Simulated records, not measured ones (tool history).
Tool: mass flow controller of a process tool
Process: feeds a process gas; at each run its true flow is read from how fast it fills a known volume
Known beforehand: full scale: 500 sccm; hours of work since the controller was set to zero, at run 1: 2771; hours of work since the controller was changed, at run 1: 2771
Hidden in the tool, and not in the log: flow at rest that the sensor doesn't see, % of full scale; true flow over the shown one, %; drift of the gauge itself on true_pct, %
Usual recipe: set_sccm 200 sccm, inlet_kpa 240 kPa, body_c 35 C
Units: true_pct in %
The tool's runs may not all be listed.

run     hour  set_sccm  inlet_kpa  body_c  hours of work since the controller was set to zero  hours of work since the controller was changed  true_pct
  1        0       200        240      35                                                2771                                            2771     98.14
  2    459.5       200        240      38                                                3117                                            3117     97.38
  3    843.1        81        240      38                                                3407                                            3407     97.02
  4   1248.4       200        240      35                                                3712                                            3712     97.66
  5   1700.7       324        240      35                                                4054                                            4054     98.07
  6   2053.4        62        240      35                                                4320                                            4320     96.89
  7   2580.8        62        240      35                                                4717                                            4717     96.91
  8   3154.8        62        240      35                                                5150                                            5150     96.61
  9   3505.2       200        240      33                                                5415                                            5415     97.27
 10     3791       200        240      33                                                5630                                            5630     97.29
 11   4143.5        62        240      35                                                5896                                            5896     96.43
 12   4459.9        62        240      35                                                6135                                            6135     96.27
 13     4711        62        240      35                                                6324                                            6324     96.41
 14   5089.2       200        225      35                                                6610                                            6610     96.71
 15   5395.6       200        225      35                                                6841                                            6841      96.6
 16   5908.2        92        221      28                                                7227                                            7227     96.61
 17   6336.1       159        240      21                                                7550                                            7550     97.45
 18   6715.8        75        235      22                                                7837                                            7837     96.97
 19   7131.7       117        190      35                                                8150                                            8150     95.67
      7346.7  -- controller's zero set anew
 20   7644.3       200        240      28                                                 224                                            8537     96.64
 21   8078.6       200        240      28                                                 552                                            8864     96.56
      8216.8  -- gauge calibrated
 22   8646.1       200        240      28                                                 980                                            9292     98.45
 23   9208.1       200        240      28                                                1404                                            9716     98.39
 24   9550.8       215        236      35                                                1663                                            9975     97.72
 25   9880.1       470        255      24                                                1911                                           10223      99.8
       10191  -- controller exchanged for a calibrated one
 26    10435       470        255      24                                                 184                                             184      99.6
 27  10944.3       200        191      31                                                 568                                             568     97.61
 28  11488.7       200        191      31                                                 979                                             979     97.32
 29  11942.4       173        152      37                                                1321                                            1321     96.44

Measured result minus the same run's result without the hidden state. Both carry the same run-to-run variation, though not necessarily the same gauge scatter:
run  true_pct
  1        +0
  2     -0.11
  3     -0.19
  4      -0.3
  5     -0.42
  6     -0.47
  7     -0.61
  8     -0.74
  9     -0.85
 10     -0.92
 11     -0.97
 12     -1.05
 13     -1.11
 14     -1.23
 15     -1.31
 16     -1.42
 17     -1.56
 18     -1.62
 19     -1.72
 20     -1.88
 21     -1.99
 22     -0.12
 23     -0.26
 24     -0.34
 25     -0.43
 26     -0.55
 27     -0.67
 28      -0.8
 29      -0.9
